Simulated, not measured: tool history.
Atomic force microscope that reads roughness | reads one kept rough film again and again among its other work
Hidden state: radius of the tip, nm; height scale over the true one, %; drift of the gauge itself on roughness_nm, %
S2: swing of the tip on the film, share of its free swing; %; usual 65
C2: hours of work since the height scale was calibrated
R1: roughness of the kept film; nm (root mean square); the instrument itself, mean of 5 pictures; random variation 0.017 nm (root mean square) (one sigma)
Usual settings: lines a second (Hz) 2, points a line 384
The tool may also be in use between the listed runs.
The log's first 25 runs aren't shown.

Run 26, hour 676.4: usual settings but lines a second (Hz) 0.89, points a line 314; pictures with this tip 54; C2 641. Result: R1 4.171 nm (root mean square).
Run 27, hour 711.7: usual settings but lines a second (Hz) 0.89, points a line 314; pictures with this tip 82; C2 657. Result: R1 4.157 nm (root mean square).
Run 28, hour 737.4: usual settings but lines a second (Hz) 0.89, points a line 314; pictures with this tip 102; C2 668. Result: R1 4.185 nm (root mean square).
Run 29, hour 766.9: usual settings but lines a second (Hz) 2.21, S2 64 %, points a line 551; pictures with this tip 126; C2 682. Result: R1 4.121 nm (root mean square).
At hour 770.7: new tip fitted.
Run 30, hour 796.6: usual settings but lines a second (Hz) 2.21, S2 64 %, points a line 551; pictures with this tip 20; C2 695. Result: R1 4.157 nm (root mean square).
Run 31, hour 829.9: usual settings but lines a second (Hz) 2.21, S2 55 %, points a line 536; pictures with this tip 47; C2 710. Result: R1 4.192 nm (root mean square).
Run 32, hour 849.2: usual settings but lines a second (Hz) 0.61, points a line 633; pictures with this tip 62; C2 719. Result: R1 4.245 nm (root mean square).
Run 33, hour 877.3: usual settings but lines a second (Hz) 0.61, points a line 633; pictures with this tip 84; C2 731. Result: R1 4.23 nm (root mean square).
Run 34, hour 892.6: usual settings but lines a second (Hz) 0.6, S2 86 %, points a line 1018; pictures with this tip 97; C2 738. Result: R1 4.175 nm (root mean square).
Run 35, hour 919.5: usual settings but lines a second (Hz) 1.47, S2 68 %, points a line 594; pictures with this tip 118; C2 750. Result: R1 4.167 nm (root mean square).
At hour 933: new tip fitted.
Run 36, hour 952.1: usual settings but lines a second (Hz) 1.47, S2 84 %, points a line 594; pictures with this tip 16; C2 765. Result: R1 4.056 nm (root mean square).
Run 37, hour 986.9: usual settings but lines a second (Hz) 1.47, S2 84 %, points a line 594; pictures with this tip 43; C2 780. Result: R1 4.011 nm (root mean square).
Run 38, hour 1015.4: usual settings but lines a second (Hz) 2.67, S2 88 %, points a line 328; pictures with this tip 66; C2 793. Result: R1 3.719 nm (root mean square).
Run 39, hour 1036.9: usual settings but lines a second (Hz) 0.75, S2 73 %, points a line 328; pictures with this tip 83; C2 803. Result: R1 4.218 nm (root mean square).
Run 40, hour 1070.9: usual settings but lines a second (Hz) 1.16, S2 77 %, points a line 915; pictures with this tip 110; C2 818. Result: R1 4.141 nm (root mean square).

Forecast each of these 5 alternatives for the next run:
At hour 1093.1: new tip fitted.
Run A, hour 1093.8: usual settings but lines a second (Hz) 1.99, S2 84 %, points a line 698; pictures with this tip 1; C2 828. Result: R1 ?.
At hour 1093.1: new tip fitted.
Run B, hour 1093.8: usual settings but lines a second (Hz) 3.82, S2 89 %; pictures with this tip 1; C2 828. Result: R1 ?.
At hour 1093.1: new tip fitted.
Run C, hour 1093.8: usual settings but lines a second (Hz) 0.88, S2 73 %, points a line 648; pictures with this tip 1; C2 828. Result: R1 ?.
At hour 1093.1: new tip fitted.
Run D, hour 1093.8: usual settings but lines a second (Hz) 2.55, S2 81 %; pictures with this tip 1; C2 828. Result: R1 ?.
At hour 1093.1: new tip fitted.
Run E, hour 1093.8: usual settings but S2 58 %; pictures with this tip 1; C2 828. Result: R1 ?.

run     R1
  A  3.934
  B  3.549
  C  4.207
  D  3.903
  E  4.182
Without the tool's hidden state the same runs would have given:
run     R1
  A  3.934
  B  3.549
  C  4.207
  D  3.903
  E  4.182
